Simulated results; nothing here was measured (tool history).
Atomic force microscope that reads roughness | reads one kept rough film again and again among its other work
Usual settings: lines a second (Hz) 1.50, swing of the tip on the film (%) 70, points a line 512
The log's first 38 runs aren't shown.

run     day  lines a second (Hz)  swing of the tip on the film (%)  points a line  roughness of the kept film (nm (root mean square))
 39  10.433                 0.56                                73            391                                               4.988
 40  10.667                 1.50                                74            403                                               4.600
 41  11.000                 1.50                                77            623                                               4.505
 42  11.325                 0.69                                66            667                                               4.906
 43  11.588                 3.39                                78            555                                               3.788
 44  11.800                 1.50                                85            380                                               4.159
 45  12.092                 1.15                                74            277                                               4.564
 46  12.246                 2.94                                84            824                                               3.607
 47  12.412                 2.13                                90            550                                               3.621
 48  12.588                 2.77                                84            529                                               3.621
 49  12.888                 0.70                                64            888                                               4.801
 50  13.117                 0.87                                73            888                                               4.597
 51  13.417                 0.58                                70            594                                               4.700
 52  13.704                 0.55                                55            596                                               4.763

5 ways to go on from here, each from the tool as it stands after run 52. What would each give?
  A  14.054                 1.94                                70            723                                                   ?
  B  14.054                 0.55                                55            596                                                   ?
  C  14.054                 0.60                                75            596                                                   ?
  D  14.054                 1.50                                55            512                                                   ?
  E  14.054                 1.50                                75            512                                                   ?

run  roughness of the kept film (nm (root mean square))
  A                                               4.240
  B                                               4.744
  C                                               4.571
  D                                               4.621
  E                                               4.249
Without the tool's hidden state the same runs would have given:
run  roughness of the kept film (nm (root mean square))
  A                                               4.651
  B                                               5.203
  C                                               5.015
  D                                               5.069
  E                                               4.661
